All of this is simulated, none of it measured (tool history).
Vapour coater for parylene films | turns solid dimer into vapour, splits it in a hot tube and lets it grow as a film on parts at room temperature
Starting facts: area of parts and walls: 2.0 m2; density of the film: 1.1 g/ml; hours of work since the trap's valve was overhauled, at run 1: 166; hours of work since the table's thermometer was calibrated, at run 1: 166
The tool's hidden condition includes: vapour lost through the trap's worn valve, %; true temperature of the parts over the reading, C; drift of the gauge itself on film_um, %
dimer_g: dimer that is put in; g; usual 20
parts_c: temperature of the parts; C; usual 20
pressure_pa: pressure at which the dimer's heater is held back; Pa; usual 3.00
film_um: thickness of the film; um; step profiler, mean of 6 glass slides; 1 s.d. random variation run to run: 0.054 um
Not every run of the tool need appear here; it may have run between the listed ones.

| run | hour | dimer_g | parts_c | pressure_pa | hours of work since the trap's valve was overhauled | hours of work since the table's thermometer was calibrated | film_um |
|---|---|---|---|---|---|---|---|
| 1 | 0.0 | 20 | 20 | 3.00 | 166 | 166 | 6.26 |
| 2 | 25.2 | 20 | 20 | 3.00 | 183 | 183 | 6.24 |
| 3 | 50.8 | 20 | 20 | 3.00 | 202 | 202 | 6.29 |
| 4 | 80.4 | 20 | 20 | 3.00 | 223 | 223 | 6.28 |
| 5 | 111.1 | 20 | 20 | 3.00 | 244 | 244 | 6.23 |
| 6 | 129.0 | 20 | 20 | 3.00 | 257 | 257 | 6.41 |
| 7 | 159.9 | 20 | 17 | 3.00 | 279 | 279 | 7.03 |
| 8 | 173.5 | 20 | 23 | 3.00 | 288 | 288 | 5.50 |
|  | 180.2 | trap's valve overhauled |
| 9 | 209.5 | 20 | 23 | 3.00 | 21 | 311 | 5.57 |
| 10 | 226.2 | 19 | 29 | 3.00 | 33 | 323 | 4.13 |

For run 11, what comes out?
| 11 | 257.5 | 30 | 23 | 11.05 | 55 | 345 | ? |

film_um: 6.25 um
The same run, on a tool lacking any hidden state, would have yielded film_um 6.26 um.
